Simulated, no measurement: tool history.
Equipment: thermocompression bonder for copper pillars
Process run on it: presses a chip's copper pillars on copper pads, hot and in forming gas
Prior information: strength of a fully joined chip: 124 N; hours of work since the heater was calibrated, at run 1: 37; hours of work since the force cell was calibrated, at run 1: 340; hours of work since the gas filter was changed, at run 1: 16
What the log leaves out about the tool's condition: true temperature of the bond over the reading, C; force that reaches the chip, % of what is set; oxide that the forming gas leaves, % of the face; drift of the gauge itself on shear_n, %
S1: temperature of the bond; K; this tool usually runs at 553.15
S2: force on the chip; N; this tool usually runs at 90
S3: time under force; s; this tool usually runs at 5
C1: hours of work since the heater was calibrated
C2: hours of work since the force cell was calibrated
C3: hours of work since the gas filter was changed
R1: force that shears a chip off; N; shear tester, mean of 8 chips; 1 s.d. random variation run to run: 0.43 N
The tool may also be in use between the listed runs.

{"run": 1, "hour": 0.0, "S1": 553.15, "S2": 90, "S3": 5, "C1": 37, "C2": 340, "C3": 16, "R1": 55.8}
{"run": 2, "hour": 12.1, "S1": 553.15, "S2": 90, "S3": 5, "C1": 43, "C2": 346, "C3": 22, "R1": 56.0}
{"run": 3, "hour": 18.2, "S1": 553.15, "S2": 90, "S3": 5, "C1": 47, "C2": 350, "C3": 25, "R1": 55.3}
{"run": 4, "hour": 31.1, "S1": 553.15, "S2": 90, "S3": 5, "C1": 53, "C2": 356, "C3": 32, "R1": 55.3}
{"run": 5, "hour": 42.2, "S1": 566.15, "S2": 90, "S3": 5, "C1": 59, "C2": 362, "C3": 38, "R1": 65.8}
{"run": 6, "hour": 52.8, "S1": 553.15, "S2": 90, "S3": 9, "C1": 65, "C2": 368, "C3": 43, "R1": 67.5}
{"run": 7, "hour": 59.4, "S1": 553.15, "S2": 90, "S3": 9, "C1": 68, "C2": 371, "C3": 46, "R1": 68.0}
{"run": 8, "hour": 73.2, "S1": 553.15, "S2": 90, "S3": 11, "C1": 75, "C2": 378, "C3": 54, "R1": 71.1}
{"run": 9, "hour": 85.1, "S1": 553.15, "S2": 90, "S3": 11, "C1": 81, "C2": 385, "C3": 60, "R1": 72.4}

What does the tool deliver on the next run?
{"run": 10, "hour": 96.5, "S1": 553.15, "S2": 90, "S3": 11, "C1": 87, "C2": 390, "C3": 66, "R1": "?"}

Run 10 measured R1 71.3 N.
Minus the tool's unlogged condition, the same run would have read R1 71.1 N.

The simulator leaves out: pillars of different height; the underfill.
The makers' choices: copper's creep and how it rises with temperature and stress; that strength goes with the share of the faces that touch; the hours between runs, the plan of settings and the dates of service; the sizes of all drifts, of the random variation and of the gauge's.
